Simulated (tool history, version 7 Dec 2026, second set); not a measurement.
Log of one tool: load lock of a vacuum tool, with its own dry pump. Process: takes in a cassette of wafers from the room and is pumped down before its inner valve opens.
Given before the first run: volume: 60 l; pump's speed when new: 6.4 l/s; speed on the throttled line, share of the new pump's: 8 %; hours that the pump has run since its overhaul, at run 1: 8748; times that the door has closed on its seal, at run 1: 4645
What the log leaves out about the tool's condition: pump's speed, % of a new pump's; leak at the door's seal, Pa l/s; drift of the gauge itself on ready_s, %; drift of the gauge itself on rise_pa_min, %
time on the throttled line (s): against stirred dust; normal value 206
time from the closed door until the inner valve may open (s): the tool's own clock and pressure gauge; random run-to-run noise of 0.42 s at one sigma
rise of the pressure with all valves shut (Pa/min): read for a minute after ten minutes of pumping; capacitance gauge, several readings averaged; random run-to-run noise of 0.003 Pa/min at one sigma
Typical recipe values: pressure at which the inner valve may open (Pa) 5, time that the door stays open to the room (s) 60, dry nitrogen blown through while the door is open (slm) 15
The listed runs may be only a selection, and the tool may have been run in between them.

run,hour,time on the throttled line (s),pressure at which the inner valve may open (Pa),time that the door stays open to the room (s),dry nitrogen blown through while the door is open (slm),hours that the pump has run since its overhaul,times that the door has closed on its seal,"incoming humidity of the room's air, %",time from the closed door until the inner valve may open (s),rise of the pressure with all valves shut (Pa/min)
1,0.0,206,5,60,15,8748,4645,44.9,291.4,0.036
2,219.7,206,5,60,15,8968,5000,46.1,293.1,0.029
3,394.3,398,5,60,15,9143,5282,49.0,468.3,0.039
4,511.6,398,5,60,15,9260,5472,45.4,466.9,0.030
5,659.7,398,5,60,15,9408,5711,49.4,466.5,0.037
6,890.4,206,5,60,8,9639,6084,44.6,292.9,0.041
7,1005.3,129,5,60,8,9754,6270,44.1,223.9,0.045
8,1212.4,129,5,60,8,9961,6604,46.8,223.8,0.038
9,1314.9,129,5,60,8,10063,6770,45.3,223.5,0.048
10,1458.9,129,5,60,8,10207,7003,48.9,223.8,0.044
# hour 1494.6: dry pump taken out, an overhauled one fitted
11,1674.4,129,5,60,8,180,7341,44.2,214.3,0.036
12,1882.7,129,5,60,8,388,7678,43.9,215.0,0.043
13,2100.0,129,9,60,8,605,8030,47.1,208.2,0.044
14,2298.8,129,9,60,8,804,8351,44.0,208.8,0.046
15,2419.5,129,5,60,8,925,8546,45.5,215.6,0.047
16,2620.7,410,5,53,44,1126,8871,45.5,474.4,0.024
17,2795.8,214,5,103,25,1301,9154,45.5,294.3,0.037
18,2921.0,214,10,103,19,1426,9357,45.1,285.7,0.040

Estimate the outcome of run 19 from the log above:
19,3079.1,206,9,60,15,1584,9612,44.6,?,?

Run 19 measured time from the closed door until the inner valve may open (s) 279.4, rise of the pressure with all valves shut (Pa/min) 0.036.
On a tool with no hidden condition, and with the same random variation, this run would have come out at time from the closed door until the inner valve may open (s) 276.9, rise of the pressure with all valves shut (Pa/min) 0.025.
